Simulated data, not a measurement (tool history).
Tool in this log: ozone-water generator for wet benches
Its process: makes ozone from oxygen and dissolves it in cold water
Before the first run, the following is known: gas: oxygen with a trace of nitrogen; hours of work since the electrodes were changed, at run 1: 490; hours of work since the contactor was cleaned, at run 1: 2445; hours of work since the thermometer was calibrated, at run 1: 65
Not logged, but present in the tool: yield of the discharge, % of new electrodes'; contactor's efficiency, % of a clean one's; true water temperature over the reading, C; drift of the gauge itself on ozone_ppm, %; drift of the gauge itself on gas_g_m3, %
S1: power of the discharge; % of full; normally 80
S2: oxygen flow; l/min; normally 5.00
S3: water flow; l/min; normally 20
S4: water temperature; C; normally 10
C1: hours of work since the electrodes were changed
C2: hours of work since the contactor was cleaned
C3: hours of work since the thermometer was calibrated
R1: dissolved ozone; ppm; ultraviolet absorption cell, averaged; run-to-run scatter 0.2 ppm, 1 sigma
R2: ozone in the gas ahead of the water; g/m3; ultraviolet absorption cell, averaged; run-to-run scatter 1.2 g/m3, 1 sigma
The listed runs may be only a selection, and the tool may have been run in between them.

| run | day | S1 | S2 | S3 | S4 | C1 | C2 | C3 | R1 | R2 |
|---|---|---|---|---|---|---|---|---|---|---|
| 1 | 0.000 | 80 | 5.00 | 20 | 10 | 490 | 2445 | 65 | 27.4 | 216.0 |
| 2 | 1.279 | 80 | 5.00 | 20 | 10 | 510 | 2465 | 86 | 27.7 | 217.9 |
| 3 | 4.100 | 80 | 5.00 | 20 | 10 | 556 | 2511 | 131 | 27.3 | 215.3 |
| 4 | 7.079 | 80 | 5.00 | 25 | 10 | 604 | 2559 | 179 | 23.1 | 216.0 |
| 5 | 9.296 | 80 | 5.00 | 25 | 10 | 639 | 2595 | 215 | 23.3 | 217.1 |
| 6 | 11.996 | 80 | 2.91 | 20 | 10 | 683 | 2638 | 258 | 22.6 | 256.9 |
| 7 | 13.533 | 80 | 2.91 | 20 | 10 | 708 | 2663 | 283 | 23.0 | 260.0 |
| 8 | 16.238 | 80 | 2.91 | 20 | 10 | 751 | 2706 | 327 | 22.7 | 257.8 |
| 9 | 19.238 | 80 | 2.91 | 20 | 10 | 800 | 2755 | 375 | 23.0 | 259.6 |
| 10 | 20.462 | 80 | 3.79 | 20 | 10 | 819 | 2774 | 395 | 25.7 | 239.2 |
| 11 | 22.117 | 80 | 5.00 | 20 | 10 | 846 | 2801 | 421 | 27.7 | 217.4 |
| 12 | 23.925 | 80 | 5.00 | 20 | 10 | 875 | 2830 | 450 | 27.7 | 220.8 |
| 13 | 25.929 | 80 | 5.00 | 17 | 10 | 907 | 2862 | 483 | 31.4 | 219.7 |
| 14 | 27.367 | 80 | 5.00 | 17 | 10 | 931 | 2886 | 506 | 31.2 | 218.4 |
| 15 | 29.550 | 80 | 5.00 | 26 | 10 | 966 | 2921 | 541 | 22.8 | 217.5 |
| 16 | 31.267 | 80 | 5.00 | 22 | 10 | 993 | 2948 | 569 | 25.9 | 221.8 |
| 17 | 34.229 | 80 | 3.28 | 20 | 10 | 1041 | 2996 | 616 | 24.1 | 248.9 |
| 18 | 36.629 | 58 | 5.00 | 15 | 7 | 1080 | 3035 | 655 | 29.4 | 178.8 |
| 19 | 39.112 | 80 | 5.00 | 20 | 11 | 1120 | 3075 | 695 | 27.6 | 221.3 |
| 20 | 40.558 | 80 | 5.00 | 20 | 11 | 1143 | 3098 | 718 | 27.7 | 220.5 |
| 21 | 42.088 | 83 | 7.52 | 20 | 12 | 1168 | 3123 | 743 | 30.1 | 196.3 |
| 22 | 43.433 | 83 | 7.52 | 20 | 12 | 1189 | 3145 | 765 | 30.4 | 198.9 |
| 23 | 44.946 | 80 | 6.39 | 21 | 8 | 1214 | 3169 | 789 | 29.6 | 205.0 |
| 24 | 47.425 | 80 | 6.39 | 21 | 8 | 1254 | 3209 | 829 | 29.5 | 204.1 |
| 25 | 49.342 | 85 | 5.00 | 15 | 10 | 1285 | 3240 | 860 | 36.2 | 228.5 |
| 26 | 51.446 | 74 | 3.34 | 22 | 10 | 1318 | 3274 | 894 | 21.3 | 239.0 |
| 27 | 52.867 | 74 | 3.34 | 22 | 10 | 1341 | 3296 | 917 | 21.0 | 240.7 |
| 28 | 54.854 | 80 | 3.34 | 22 | 16 | 1373 | 3328 | 949 | 20.8 | 250.5 |
| 29 | 57.417 | 80 | 5.00 | 20 | 10 | 1415 | 3370 | 990 | 27.9 | 222.4 |
| 30 | 59.254 | 80 | 3.21 | 27 | 10 | 1444 | 3399 | 1019 | 17.9 | 257.0 |
| 31 | 61.725 | 56 | 5.00 | 21 | 10 | 1484 | 3439 | 1059 | 21.2 | 178.2 |
| 32 | 64.117 | 56 | 5.00 | 21 | 10 | 1523 | 3478 | 1098 | 21.5 | 178.1 |
| 33 | 65.446 | 56 | 5.00 | 21 | 10 | 1544 | 3499 | 1119 | 21.6 | 177.9 |
| 34 | 66.875 | 80 | 4.88 | 16 | 10 | 1567 | 3522 | 1142 | 32.7 | 224.2 |

Consider 3 possible next runs. They are alternatives, not a sequence: every one starts from the tool as it was left by run 34. What does each give?
|  | 68.646 | gauge calibrated |
| A | 68.817 | 80 | 3.26 | 16 | 10 | 1598 | 3553 | 1174 | ? | ? |
|  | 68.646 | gauge calibrated |
| B | 68.817 | 80 | 5.00 | 20 | 9 | 1598 | 3553 | 1174 | ? | ? |
|  | 68.646 | gauge calibrated |
| C | 68.817 | 69 | 4.88 | 16 | 10 | 1598 | 3553 | 1174 | ? | ? |

| run | R1 | R2 |
|---|---|---|
| A | 28.9 | 246.9 |
| B | 28.4 | 217.5 |
| C | 30.1 | 197.9 |
Stripped of hidden state, with their random variation kept, the same runs would have yielded:
| run | R1 | R2 |
|---|---|---|
| A | 28.9 | 247.2 |
| B | 28.4 | 217.8 |
| C | 30.1 | 198.0 |

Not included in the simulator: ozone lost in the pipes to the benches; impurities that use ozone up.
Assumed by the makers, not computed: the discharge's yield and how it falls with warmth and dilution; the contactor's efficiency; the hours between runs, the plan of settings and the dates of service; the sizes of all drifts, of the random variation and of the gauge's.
